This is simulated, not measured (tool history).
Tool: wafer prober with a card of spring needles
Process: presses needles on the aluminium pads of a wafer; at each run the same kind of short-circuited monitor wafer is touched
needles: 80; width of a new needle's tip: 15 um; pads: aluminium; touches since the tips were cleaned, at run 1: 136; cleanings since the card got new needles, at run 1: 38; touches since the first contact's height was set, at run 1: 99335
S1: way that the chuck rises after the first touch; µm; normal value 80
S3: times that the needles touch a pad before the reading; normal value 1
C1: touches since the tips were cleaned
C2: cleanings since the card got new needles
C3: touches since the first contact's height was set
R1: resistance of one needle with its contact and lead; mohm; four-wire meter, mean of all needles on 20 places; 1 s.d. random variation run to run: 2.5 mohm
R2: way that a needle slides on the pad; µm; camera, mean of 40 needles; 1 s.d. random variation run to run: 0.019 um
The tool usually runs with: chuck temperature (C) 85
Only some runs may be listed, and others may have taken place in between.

Run 1, hour 0.0: usual settings; C1 136; C2 38; C3 99335. Result: R1 272 mohm, R2 15.23 µm.
Run 2, hour 16.3: usual settings but S3 2; C1 8089; C2 38; C3 107288. Result: R1 284 mohm, R2 15.24 µm.
At hour 18.2: tips cleaned on abrasive film.
Run 3, hour 31.4: usual settings but S3 2; C1 6435; C2 39; C3 114628. Result: R1 283 mohm, R2 15.21 µm.
At hour 36.0: tips cleaned on abrasive film.
Run 4, hour 44.1: usual settings; C1 3945; C2 40; C3 120747. Result: R1 282 mohm, R2 15.22 µm.
At hour 54.1: tips cleaned on abrasive film.
Run 5, hour 62.2: usual settings; C1 3961; C2 41; C3 129557. Result: R1 282 mohm, R2 15.22 µm.
At hour 69.5: height of the first contact set anew.
At hour 72.1: tips cleaned on abrasive film.
Run 6, hour 79.9: usual settings; C1 3803; C2 42; C3 5039. Result: R1 280 mohm, R2 15.22 µm.
At hour 89.2: tips cleaned on abrasive film.
Run 7, hour 90.3: usual settings but S1 71 µm, chuck temperature (C) 26, S3 2; C1 562; C2 43; C3 10080. Result: R1 264 mohm, R2 13.47 µm.
Run 8, hour 101.7: usual settings but S1 64 µm, chuck temperature (C) 26; C1 6111; C2 43; C3 15629. Result: R1 268 mohm, R2 12.18 µm.
At hour 106.3: tips cleaned on abrasive film.
Run 9, hour 113.6: usual settings but S1 65 µm, S3 2; C1 3518; C2 44; C3 21378. Result: R1 284 mohm, R2 12.39 µm.
At hour 124.1: tips cleaned on abrasive film.
Run 10, hour 124.4: usual settings but S1 65 µm, S3 2; C1 145; C2 45; C3 26619. Result: R1 287 mohm, R2 12.34 µm.
At hour 141.6: tips cleaned on abrasive film.
Run 11, hour 142.1: usual settings but S1 65 µm, S3 2; C1 223; C2 46; C3 35220. Result: R1 289 mohm, R2 12.35 µm.
Run 12, hour 152.1: usual settings but S1 65 µm, chuck temperature (C) 26, S3 2; C1 5113; C2 46; C3 40110. Result: R1 271 mohm, R2 12.37 µm.

What if the next run were any one of these 5? Each begins from the tool's condition after run 12:
At hour 159.0: tips cleaned on abrasive film.
Run A, hour 166.8: usual settings but S1 81 µm, chuck temperature (C) 27, S3 2; C1 3795; C2 47; C3 47235. Result: R1 ?, R2 ?.
At hour 159.0: tips cleaned on abrasive film.
Run B, hour 166.8: usual settings but S1 88 µm; C1 3795; C2 47; C3 47235. Result: R1 ?, R2 ?.
At hour 159.0: tips cleaned on abrasive film.
Run C, hour 166.8: usual settings but S1 62 µm, chuck temperature (C) 105, S3 2; C1 3795; C2 47; C3 47235. Result: R1 ?, R2 ?.
At hour 159.0: tips cleaned on abrasive film.
Run D, hour 166.8: usual settings but S1 95 µm, chuck temperature (C) 32, S3 3; C1 3795; C2 47; C3 47235. Result: R1 ?, R2 ?.
At hour 159.0: tips cleaned on abrasive film.
Run E, hour 166.8: usual settings but S1 65 µm, chuck temperature (C) 51, S3 3; C1 3795; C2 47; C3 47235. Result: R1 ?, R2 ?.

run   R1     R2
  A  261  15.39
  B  282  16.73
  C  292  11.79
  D  263  18.08
  E  276  12.35
Take away the tool's hidden state, keep each run's random variation, and the runs would have read:
run   R1     R2
  A  261  15.39
  B  282  16.73
  C  292  11.79
  D  263  18.08
  E  276  12.35
